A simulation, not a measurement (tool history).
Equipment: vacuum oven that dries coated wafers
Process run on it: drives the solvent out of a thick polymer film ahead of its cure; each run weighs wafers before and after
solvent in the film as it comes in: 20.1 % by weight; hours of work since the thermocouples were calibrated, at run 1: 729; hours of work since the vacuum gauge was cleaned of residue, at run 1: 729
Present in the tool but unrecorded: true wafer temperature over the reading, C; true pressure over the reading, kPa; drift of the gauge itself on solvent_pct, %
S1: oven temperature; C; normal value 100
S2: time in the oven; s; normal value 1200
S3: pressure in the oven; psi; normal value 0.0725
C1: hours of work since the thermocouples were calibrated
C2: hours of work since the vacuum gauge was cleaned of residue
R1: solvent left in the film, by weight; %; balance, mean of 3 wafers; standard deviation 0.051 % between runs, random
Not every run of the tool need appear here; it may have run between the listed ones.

{"run": 1, "hour": 0.0, "S1": 100, "S2": 1200, "S3": 0.0725, "C1": 729, "C2": 729, "R1": 1.19}
{"run": 2, "hour": 77.5, "S1": 100, "S2": 1200, "S3": 0.0725, "C1": 784, "C2": 784, "R1": 1.23}
{"run": 3, "hour": 128.7, "S1": 100, "S2": 1200, "S3": 0.0725, "C1": 820, "C2": 820, "R1": 1.25}
{"run": 4, "hour": 234.9, "S1": 100, "S2": 1200, "S3": 0.0725, "C1": 894, "C2": 894, "R1": 1.33}
{"run": 5, "hour": 338.9, "S1": 97, "S2": 1200, "S3": 0.0725, "C1": 968, "C2": 968, "R1": 2.04}
{"run": 6, "hour": 427.2, "S1": 100, "S2": 720, "S3": 0.0725, "C1": 1030, "C2": 1030, "R1": 3.48}
{"run": 7, "hour": 508.2, "S1": 100, "S2": 1200, "S3": 0.0561, "C1": 1087, "C2": 1087, "R1": 1.31}
{"run": 8, "hour": 629.8, "S1": 100, "S2": 1200, "S3": 0.0725, "C1": 1172, "C2": 1172, "R1": 1.47}
{"run": 9, "hour": 732.5, "S1": 100, "S2": 1680, "S3": 0.0725, "C1": 1245, "C2": 1245, "R1": 0.79}
{"run": 10, "hour": 851.9, "S1": 100, "S2": 1680, "S3": 0.0725, "C1": 1329, "C2": 1329, "R1": 0.7}
{"run": 11, "hour": 961.9, "S1": 100, "S2": 1200, "S3": 0.0725, "C1": 1406, "C2": 1406, "R1": 1.54}
{"run": 12, "hour": 1047.4, "S1": 100, "S2": 960, "S3": 0.0725, "C1": 1466, "C2": 1466, "R1": 2.39}
{"run": 13, "hour": 1157.4, "S1": 100, "S2": 1200, "S3": 0.1912, "C1": 1544, "C2": 1544, "R1": 1.92}
{"run": 14, "hour": 1279.8, "S1": 100, "S2": 1200, "S3": 0.0725, "C1": 1630, "C2": 1630, "R1": 1.56}
{"run": 15, "hour": 1341.3, "S1": 100, "S2": 1200, "S3": 0.1124, "C1": 1673, "C2": 1673, "R1": 1.81}
{"hour": 1361.2, "done": "oven's thermocouples calibrated"}
{"run": 16, "hour": 1443.1, "S1": 100, "S2": 1200, "S3": 0.0725, "C1": 58, "C2": 1743, "R1": 2.2}
{"run": 17, "hour": 1542.9, "S1": 100, "S2": 1200, "S3": 0.0725, "C1": 128, "C2": 1813, "R1": 2.2}
{"run": 18, "hour": 1663.2, "S1": 89, "S2": 1200, "S3": 0.0725, "C1": 212, "C2": 1898, "R1": 6.01}
{"run": 19, "hour": 1725.0, "S1": 89, "S2": 1200, "S3": 0.0767, "C1": 256, "C2": 1942, "R1": 5.79}
{"hour": 1831.8, "done": "oven's thermocouples calibrated, once more"}
{"run": 20, "hour": 1842.2, "S1": 100, "S2": 1200, "S3": 0.0725, "C1": 7, "C2": 2023, "R1": 1.1}
{"run": 21, "hour": 1964.0, "S1": 100, "S2": 1200, "S3": 0.0725, "C1": 93, "C2": 2108, "R1": 1.12}
{"run": 22, "hour": 2055.6, "S1": 100, "S2": 1200, "S3": 0.0725, "C1": 158, "C2": 2173, "R1": 1.1}
{"run": 23, "hour": 2150.5, "S1": 100, "S2": 1200, "S3": 0.0725, "C1": 224, "C2": 2240, "R1": 1.17}
{"run": 24, "hour": 2262.7, "S1": 100, "S2": 1200, "S3": 0.0516, "C1": 303, "C2": 2319, "R1": 1.19}
{"run": 25, "hour": 2337.0, "S1": 100, "S2": 1560, "S3": 0.0454, "C1": 356, "C2": 2371, "R1": 0.69}
{"run": 26, "hour": 2424.0, "S1": 100, "S2": 1560, "S3": 0.0454, "C1": 417, "C2": 2432, "R1": 0.62}
{"run": 27, "hour": 2518.8, "S1": 114, "S2": 1200, "S3": 0.0725, "C1": 483, "C2": 2499, "R1": 0.21}
{"run": 28, "hour": 2601.8, "S1": 112, "S2": 1440, "S3": 0.1292, "C1": 542, "C2": 2557, "R1": 0.42}
{"run": 29, "hour": 2664.8, "S1": 112, "S2": 1440, "S3": 0.1292, "C1": 586, "C2": 2602, "R1": 0.34}
{"run": 30, "hour": 2744.5, "S1": 100, "S2": 1920, "S3": 0.2724, "C1": 642, "C2": 2658, "R1": 1.09}
{"run": 31, "hour": 2840.7, "S1": 100, "S2": 1920, "S3": 0.2724, "C1": 710, "C2": 2725, "R1": 1.1}
{"run": 32, "hour": 2950.2, "S1": 86, "S2": 1200, "S3": 0.0695, "C1": 787, "C2": 2802, "R1": 5.55}
{"run": 33, "hour": 3010.3, "S1": 100, "S2": 1800, "S3": 0.064, "C1": 829, "C2": 2845, "R1": 0.65}
{"run": 34, "hour": 3068.6, "S1": 91, "S2": 720, "S3": 0.0725, "C1": 870, "C2": 2886, "R1": 6.6}
{"run": 35, "hour": 3185.6, "S1": 91, "S2": 900, "S3": 0.0725, "C1": 953, "C2": 2968, "R1": 5.3}
{"run": 36, "hour": 3263.1, "S1": 111, "S2": 720, "S3": 0.2096, "C1": 1007, "C2": 3023, "R1": 1.3}
{"run": 37, "hour": 3324.0, "S1": 101, "S2": 720, "S3": 0.0719, "C1": 1050, "C2": 3065, "R1": 3.32}
{"run": 38, "hour": 3435.6, "S1": 106, "S2": 1080, "S3": 0.0615, "C1": 1129, "C2": 3144, "R1": 0.86}
{"run": 39, "hour": 3556.6, "S1": 106, "S2": 1080, "S3": 0.0615, "C1": 1214, "C2": 3229, "R1": 0.88}
{"run": 40, "hour": 3662.0, "S1": 87, "S2": 1200, "S3": 0.211, "C1": 1288, "C2": 3303, "R1": 5.8}
{"run": 41, "hour": 3756.9, "S1": 100, "S2": 720, "S3": 0.1092, "C1": 1355, "C2": 3370, "R1": 3.85}
{"run": 42, "hour": 3869.9, "S1": 100, "S2": 720, "S3": 0.1092, "C1": 1434, "C2": 3450, "R1": 3.94}
{"hour": 3885.4, "done": "vacuum gauge cleaned of residue and calibrated"}
{"run": 43, "hour": 3933.4, "S1": 102, "S2": 2100, "S3": 0.0522, "C1": 1478, "C2": 34, "R1": 0.24}
{"run": 44, "hour": 4033.3, "S1": 100, "S2": 2100, "S3": 0.1973, "C1": 1548, "C2": 104, "R1": 0.76}
{"run": 45, "hour": 4102.4, "S1": 91, "S2": 1080, "S3": 0.0468, "C1": 1597, "C2": 153, "R1": 4.5}
{"run": 46, "hour": 4156.9, "S1": 91, "S2": 1080, "S3": 0.0468, "C1": 1635, "C2": 191, "R1": 4.53}

Branching from run 46: 4 alternative next runs. What would each branch give?
{"hour": 4225.7, "done": "oven's thermocouples calibrated"}
{"run": "A", "hour": 4274.6, "S1": 91, "S2": 1080, "S3": 0.1752, "C1": 34, "C2": 273, "R1": "?"}
{"hour": 4225.7, "done": "oven's thermocouples calibrated"}
{"run": "B", "hour": 4274.6, "S1": 107, "S2": 1260, "S3": 0.1569, "C1": 34, "C2": 273, "R1": "?"}
{"hour": 4225.7, "done": "oven's thermocouples calibrated"}
{"run": "C", "hour": 4274.6, "S1": 100, "S2": 1200, "S3": 0.0725, "C1": 34, "C2": 273, "R1": "?"}
{"hour": 4225.7, "done": "oven's thermocouples calibrated"}
{"run": "D", "hour": 4274.6, "S1": 106, "S2": 1200, "S3": 0.0725, "C1": 34, "C2": 273, "R1": "?"}

run=A R1=3.87
run=B R1=0.47
run=C R1=0.99
run=D R1=0.36
With no hidden state in the tool, these same runs would have given:
run=A R1=3.86
run=B R1=0.46
run=C R1=0.98
run=D R1=0.34
